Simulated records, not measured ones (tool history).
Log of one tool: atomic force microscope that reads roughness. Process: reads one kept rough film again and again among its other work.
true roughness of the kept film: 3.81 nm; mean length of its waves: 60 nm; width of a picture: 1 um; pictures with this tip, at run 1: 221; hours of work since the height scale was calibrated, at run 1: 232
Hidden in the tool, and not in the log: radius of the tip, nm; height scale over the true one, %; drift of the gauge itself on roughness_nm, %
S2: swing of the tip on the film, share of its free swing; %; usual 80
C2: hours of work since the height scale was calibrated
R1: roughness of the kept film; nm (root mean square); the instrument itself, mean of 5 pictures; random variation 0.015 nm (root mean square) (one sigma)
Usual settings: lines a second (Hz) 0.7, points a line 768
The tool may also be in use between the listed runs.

Run 1, hour 0: usual settings; pictures with this tip 221; C2 232. Result: R1 3.306 nm (root mean square).
Run 2, hour 29.5: usual settings; pictures with this tip 262; C2 245. Result: R1 3.285 nm (root mean square).
Run 3, hour 56: usual settings; pictures with this tip 300; C2 257. Result: R1 3.246 nm (root mean square).
Run 4, hour 72.1: usual settings but S2 76 %; pictures with this tip 322; C2 264. Result: R1 3.279 nm (root mean square).
Run 5, hour 86.8: usual settings but S2 76 %; pictures with this tip 342; C2 270. Result: R1 3.238 nm (root mean square).
At hour 104.7: new tip fitted.
Run 6, hour 109.3: usual settings but S2 76 %; pictures with this tip 6; C2 280. Result: R1 3.484 nm (root mean square).
Run 7, hour 144.7: usual settings but S2 76 %; pictures with this tip 56; C2 296. Result: R1 3.459 nm (root mean square).
Run 8, hour 163.3: usual settings but S2 76 %; pictures with this tip 82; C2 304. Result: R1 3.439 nm (root mean square).
Run 9, hour 188.8: usual settings but S2 76 %; pictures with this tip 117; C2 315. Result: R1 3.409 nm (root mean square).
Run 10, hour 214.5: usual settings but S2 76 %; pictures with this tip 153; C2 326. Result: R1 3.358 nm (root mean square).
Run 11, hour 237.5: usual settings but S2 76 %; pictures with this tip 185; C2 336. Result: R1 3.325 nm (root mean square).
Run 12, hour 268.7: usual settings but lines a second (Hz) 1.803, S2 76 %; pictures with this tip 229; C2 350. Result: R1 3.131 nm (root mean square).
Run 13, hour 284.3: usual settings; pictures with this tip 251; C2 357. Result: R1 3.273 nm (root mean square).
Run 14, hour 301.5: usual settings but points a line 369; pictures with this tip 275; C2 365. Result: R1 3.247 nm (root mean square).
Run 15, hour 325.4: usual settings but points a line 369; pictures with this tip 308; C2 375. Result: R1 3.191 nm (root mean square).
Run 16, hour 353.5: usual settings but points a line 369; pictures with this tip 348; C2 388. Result: R1 3.154 nm (root mean square).
At hour 367: new tip fitted.
Run 17, hour 379: usual settings but points a line 369; pictures with this tip 16; C2 399. Result: R1 3.472 nm (root mean square).
Run 18, hour 410.2: usual settings but points a line 369; pictures with this tip 60; C2 412. Result: R1 3.417 nm (root mean square).
Run 19, hour 432.3: usual settings but points a line 369; pictures with this tip 91; C2 422. Result: R1 3.365 nm (root mean square).
Run 20, hour 466.4: usual settings but points a line 369; pictures with this tip 139; C2 437. Result: R1 3.347 nm (root mean square).
Run 21, hour 481.9: usual settings but lines a second (Hz) 0.739, points a line 369; pictures with this tip 160; C2 444. Result: R1 3.308 nm (root mean square).
Run 22, hour 496.6: usual settings but lines a second (Hz) 0.739, points a line 369; pictures with this tip 181; C2 451. Result: R1 3.299 nm (root mean square).
Run 23, hour 522.7: usual settings but lines a second (Hz) 0.739, S2 67 %, points a line 369; pictures with this tip 217; C2 462. Result: R1 3.358 nm (root mean square).
Run 24, hour 557.6: usual settings but lines a second (Hz) 0.739, S2 67 %, points a line 369; pictures with this tip 266; C2 478. Result: R1 3.324 nm (root mean square).
Run 25, hour 582.7: usual settings; pictures with this tip 301; C2 489. Result: R1 3.213 nm (root mean square).
Run 26, hour 603.2: usual settings but S2 57 %; pictures with this tip 330; C2 498. Result: R1 3.325 nm (root mean square).
Run 27, hour 626.3: usual settings; pictures with this tip 362; C2 508. Result: R1 3.175 nm (root mean square).
At hour 631.9: new tip fitted.
Run 28, hour 648.2: usual settings but lines a second (Hz) 0.685, points a line 788; pictures with this tip 23; C2 517. Result: R1 3.451 nm (root mean square).
Run 29, hour 664.3: usual settings but S2 61 %; pictures with this tip 45; C2 524. Result: R1 3.493 nm (root mean square).
Run 30, hour 696.9: usual settings but S2 61 %; pictures with this tip 91; C2 539. Result: R1 3.465 nm (root mean square).
Run 31, hour 728.8: usual settings but S2 61 %; pictures with this tip 135; C2 553. Result: R1 3.435 nm (root mean square).
Run 32, hour 761.8: usual settings but lines a second (Hz) 0.503, S2 57 %, points a line 764; pictures with this tip 181; C2 567. Result: R1 3.417 nm (root mean square).
Run 33, hour 789.9: usual settings but lines a second (Hz) 0.503, S2 57 %, points a line 764; pictures with this tip 221; C2 580. Result: R1 3.378 nm (root mean square).
Run 34, hour 816.1: usual settings but lines a second (Hz) 2.488, S2 85 %, points a line 765; pictures with this tip 257; C2 591. Result: R1 2.777 nm (root mean square).
Run 35, hour 833.4: usual settings but lines a second (Hz) 1.828, S2 76 %, points a line 381; pictures with this tip 282; C2 599. Result: R1 3.075 nm (root mean square).
Run 36, hour 866.9: usual settings but lines a second (Hz) 1.828, S2 76 %, points a line 381; pictures with this tip 328; C2 614. Result: R1 3.01 nm (root mean square).
At hour 895.8: new tip fitted.
Run 37, hour 898.5: usual settings but lines a second (Hz) 1.492, S2 63 %, points a line 1013; pictures with this tip 4; C2 627. Result: R1 3.476 nm (root mean square).
Run 38, hour 929.2: usual settings but lines a second (Hz) 1.492, S2 63 %, points a line 1013; pictures with this tip 47; C2 641. Result: R1 3.46 nm (root mean square).
Run 39, hour 962: usual settings but lines a second (Hz) 1.492, S2 63 %, points a line 1013; pictures with this tip 93; C2 655. Result: R1 3.394 nm (root mean square).
Run 40, hour 990.9: usual settings but lines a second (Hz) 2.716, S2 71 %, points a line 714; pictures with this tip 133; C2 668. Result: R1 3.141 nm (root mean square).
Run 41, hour 1018.8: usual settings but lines a second (Hz) 2.716, S2 71 %, points a line 714; pictures with this tip 172; C2 681. Result: R1 3.141 nm (root mean square).
Run 42, hour 1042.8: usual settings but lines a second (Hz) 0.836, S2 70 %, points a line 345; pictures with this tip 205; C2 691. Result: R1 3.337 nm (root mean square).
Run 43, hour 1074.8: usual settings but lines a second (Hz) 0.664; pictures with this tip 250; C2 705. Result: R1 3.254 nm (root mean square).
Run 44, hour 1105.9: usual settings but lines a second (Hz) 0.664; pictures with this tip 294; C2 719. Result: R1 3.234 nm (root mean square).
Run 45, hour 1132.4: usual settings but lines a second (Hz) 0.664, S2 79 %, points a line 851; pictures with this tip 331; C2 731. Result: R1 3.255 nm (root mean square).
Run 46, hour 1153.8: usual settings but lines a second (Hz) 0.664, S2 79 %, points a line 851; pictures with this tip 361; C2 740. Result: R1 3.177 nm (root mean square).
At hour 1158.9: new tip fitted.
Run 47, hour 1183.7: usual settings but lines a second (Hz) 1.149, S2 58 %, points a line 772; pictures with this tip 35; C2 753. Result: R1 3.529 nm (root mean square).
Run 48, hour 1209.7: usual settings but lines a second (Hz) 3.399, S2 75 %; pictures with this tip 71; C2 765. Result: R1 3.01 nm (root mean square).
Run 49, hour 1243.2: usual settings but lines a second (Hz) 1.763, S2 87 %, points a line 890; pictures with this tip 118; C2 779. Result: R1 2.968 nm (root mean square).
Run 50, hour 1273.7: usual settings but lines a second (Hz) 1.763, S2 75 %, points a line 474; pictures with this tip 160; C2 793. Result: R1 3.172 nm (root mean square).
Run 51, hour 1302.7: usual settings but lines a second (Hz) 2.72, S2 73 %, points a line 781; pictures with this tip 201; C2 806. Result: R1 3.044 nm (root mean square).
Run 52, hour 1327.8: usual settings but points a line 396; pictures with this tip 236; C2 817. Result: R1 3.269 nm (root mean square).
Run 53, hour 1355.9: usual settings but lines a second (Hz) 0.616, S2 77 %, points a line 302; pictures with this tip 275; C2 829. Result: R1 3.249 nm (root mean square).

Forecast each of these 3 alternatives for the next run:
Run A, hour 1374.3: usual settings but lines a second (Hz) 0.66, S2 89 %, points a line 302; pictures with this tip 301; C2 837. Result: R1 ?.
Run B, hour 1374.3: usual settings but lines a second (Hz) 0.616, S2 60 %, points a line 302; pictures with this tip 301; C2 837. Result: R1 ?.
Run C, hour 1374.3: usual settings but lines a second (Hz) 0.879; pictures with this tip 301; C2 837. Result: R1 ?.

run     R1
  A  3.151
  B  3.301
  C  3.158
Without the tool's hidden state the same runs would have given:
run     R1
  A  3.424
  B  3.587
  C  3.431

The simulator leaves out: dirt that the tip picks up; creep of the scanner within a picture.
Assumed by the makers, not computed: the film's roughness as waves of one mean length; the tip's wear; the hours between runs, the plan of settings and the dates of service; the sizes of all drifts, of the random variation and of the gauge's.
